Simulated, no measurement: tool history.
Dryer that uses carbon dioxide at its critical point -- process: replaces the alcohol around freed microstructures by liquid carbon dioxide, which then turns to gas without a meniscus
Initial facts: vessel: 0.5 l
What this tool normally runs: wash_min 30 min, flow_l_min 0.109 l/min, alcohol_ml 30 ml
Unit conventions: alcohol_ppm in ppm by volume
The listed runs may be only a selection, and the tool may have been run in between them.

{"run": 1, "hour": 0.0, "wash_min": 30, "flow_l_min": 0.109, "alcohol_ml": 30, "alcohol_ppm": 721}
{"run": 2, "hour": 53.5, "wash_min": 30, "flow_l_min": 0.109, "alcohol_ml": 30, "alcohol_ppm": 779}
{"run": 3, "hour": 114.5, "wash_min": 30, "flow_l_min": 0.109, "alcohol_ml": 30, "alcohol_ppm": 812}
{"run": 4, "hour": 158.4, "wash_min": 30, "flow_l_min": 0.109, "alcohol_ml": 57, "alcohol_ppm": 1562}
{"run": 5, "hour": 196.0, "wash_min": 30, "flow_l_min": 0.109, "alcohol_ml": 30, "alcohol_ppm": 935}
{"run": 6, "hour": 262.5, "wash_min": 48, "flow_l_min": 0.109, "alcohol_ml": 30, "alcohol_ppm": 227}
{"run": 7, "hour": 315.9, "wash_min": 30, "flow_l_min": 0.109, "alcohol_ml": 29, "alcohol_ppm": 1130}
{"hour": 331.8, "done": "inlet filter changed"}
{"run": 8, "hour": 386.8, "wash_min": 30, "flow_l_min": 0.109, "alcohol_ml": 29, "alcohol_ppm": 673}
{"run": 9, "hour": 440.2, "wash_min": 30, "flow_l_min": 0.109, "alcohol_ml": 30, "alcohol_ppm": 761}
{"run": 10, "hour": 498.0, "wash_min": 30, "flow_l_min": 0.109, "alcohol_ml": 26, "alcohol_ppm": 718}
{"run": 11, "hour": 530.1, "wash_min": 30, "flow_l_min": 0.109, "alcohol_ml": 26, "alcohol_ppm": 772}
{"hour": 586.6, "done": "purifier's bed changed"}
{"run": 12, "hour": 592.6, "wash_min": 30, "flow_l_min": 0.074, "alcohol_ml": 30, "alcohol_ppm": 2772}
{"run": 13, "hour": 644.6, "wash_min": 30, "flow_l_min": 0.151, "alcohol_ml": 30, "alcohol_ppm": 174}
{"run": 14, "hour": 690.4, "wash_min": 30, "flow_l_min": 0.151, "alcohol_ml": 30, "alcohol_ppm": 198}
{"run": 15, "hour": 724.7, "wash_min": 27, "flow_l_min": 0.151, "alcohol_ml": 30, "alcohol_ppm": 380}
{"run": 16, "hour": 784.2, "wash_min": 27, "flow_l_min": 0.151, "alcohol_ml": 30, "alcohol_ppm": 429}
{"hour": 831.1, "done": "inlet filter changed"}
{"run": 17, "hour": 847.1, "wash_min": 30, "flow_l_min": 0.164, "alcohol_ml": 30, "alcohol_ppm": 104}
{"run": 18, "hour": 911.3, "wash_min": 30, "flow_l_min": 0.164, "alcohol_ml": 30, "alcohol_ppm": 117}
{"run": 19, "hour": 953.4, "wash_min": 30, "flow_l_min": 0.164, "alcohol_ml": 30, "alcohol_ppm": 130}
{"run": 20, "hour": 1005.3, "wash_min": 30, "flow_l_min": 0.164, "alcohol_ml": 30, "alcohol_ppm": 142}
{"run": 21, "hour": 1052.6, "wash_min": 22, "flow_l_min": 0.164, "alcohol_ml": 30, "alcohol_ppm": 553}
{"run": 22, "hour": 1087.0, "wash_min": 42, "flow_l_min": 0.164, "alcohol_ml": 30, "alcohol_ppm": 96}
{"run": 23, "hour": 1117.4, "wash_min": 26, "flow_l_min": 0.109, "alcohol_ml": 22, "alcohol_ppm": 1059}
{"run": 24, "hour": 1157.4, "wash_min": 26, "flow_l_min": 0.109, "alcohol_ml": 22, "alcohol_ppm": 1119}
{"run": 25, "hour": 1198.7, "wash_min": 26, "flow_l_min": 0.119, "alcohol_ml": 22, "alcohol_ppm": 928}
{"run": 26, "hour": 1264.1, "wash_min": 47, "flow_l_min": 0.144, "alcohol_ml": 30, "alcohol_ppm": 126}
{"run": 27, "hour": 1318.8, "wash_min": 40, "flow_l_min": 0.122, "alcohol_ml": 30, "alcohol_ppm": 261}
{"hour": 1327.8, "done": "inlet filter changed"}
{"run": 28, "hour": 1367.1, "wash_min": 25, "flow_l_min": 0.086, "alcohol_ml": 28, "alcohol_ppm": 2495}
{"run": 29, "hour": 1408.2, "wash_min": 25, "flow_l_min": 0.086, "alcohol_ml": 28, "alcohol_ppm": 2646}
{"run": 30, "hour": 1439.0, "wash_min": 35, "flow_l_min": 0.086, "alcohol_ml": 54, "alcohol_ppm": 1575}
{"run": 31, "hour": 1506.2, "wash_min": 35, "flow_l_min": 0.086, "alcohol_ml": 54, "alcohol_ppm": 1705}
{"run": 32, "hour": 1539.7, "wash_min": 38, "flow_l_min": 0.105, "alcohol_ml": 74, "alcohol_ppm": 746}
{"run": 33, "hour": 1592.4, "wash_min": 22, "flow_l_min": 0.105, "alcohol_ml": 41, "alcohol_ppm": 3866}
{"run": 34, "hour": 1661.1, "wash_min": 30, "flow_l_min": 0.116, "alcohol_ml": 66, "alcohol_ppm": 1554}
{"run": 35, "hour": 1716.1, "wash_min": 20, "flow_l_min": 0.147, "alcohol_ml": 41, "alcohol_ppm": 2157}
{"hour": 1759.5, "done": "purifier's bed changed"}
{"run": 36, "hour": 1782.8, "wash_min": 30, "flow_l_min": 0.174, "alcohol_ml": 33, "alcohol_ppm": 116}
{"hour": 1827.7, "done": "inlet filter changed"}
{"run": 37, "hour": 1831.4, "wash_min": 39, "flow_l_min": 0.118, "alcohol_ml": 30, "alcohol_ppm": 84}
{"run": 38, "hour": 1894.0, "wash_min": 38, "flow_l_min": 0.12, "alcohol_ml": 53, "alcohol_ppm": 175}
{"run": 39, "hour": 1925.1, "wash_min": 30, "flow_l_min": 0.109, "alcohol_ml": 22, "alcohol_ppm": 428}
{"run": 40, "hour": 1996.1, "wash_min": 30, "flow_l_min": 0.109, "alcohol_ml": 22, "alcohol_ppm": 496}
{"run": 41, "hour": 2040.5, "wash_min": 46, "flow_l_min": 0.109, "alcohol_ml": 30, "alcohol_ppm": 118}
{"run": 42, "hour": 2104.9, "wash_min": 46, "flow_l_min": 0.109, "alcohol_ml": 30, "alcohol_ppm": 126}
{"run": 43, "hour": 2147.5, "wash_min": 33, "flow_l_min": 0.103, "alcohol_ml": 61, "alcohol_ppm": 1359}

How would selected steps in alcohol_ppm from run to run divide? Give the signed amount a tool lacking its hidden state would still show from settings, what came in and random variation, and the signed amount left for the hidden state, including any gauge scatter that is not in both of the compared results.
The tool's hidden condition here consists of: flow that reaches the vessel past the clogged filter, %; alcohol in the recycled carbon dioxide, ppm; drift of the gauge itself on alcohol_ppm, %.
Run 12 -> 13: flow_l_min 0.074 -> 0.151. alcohol_ppm -2598 ppm by volume: hidden state -615, all else -1983.
Run 32 -> 33: wash_min 38 -> 22, alcohol_ml 74 -> 41. alcohol_ppm +3120 ppm by volume: hidden state +780, all else +2340.
Run 33 -> 34: wash_min 22 -> 30, flow_l_min 0.105 -> 0.116, alcohol_ml 41 -> 66. alcohol_ppm -2312 ppm by volume: hidden state -359, all else -1953.
Run 35 -> 36: wash_min 20 -> 30, flow_l_min 0.147 -> 0.174, alcohol_ml 41 -> 33, purifier's bed changed. alcohol_ppm -2041 ppm by volume: hidden state -946, all else -1095.
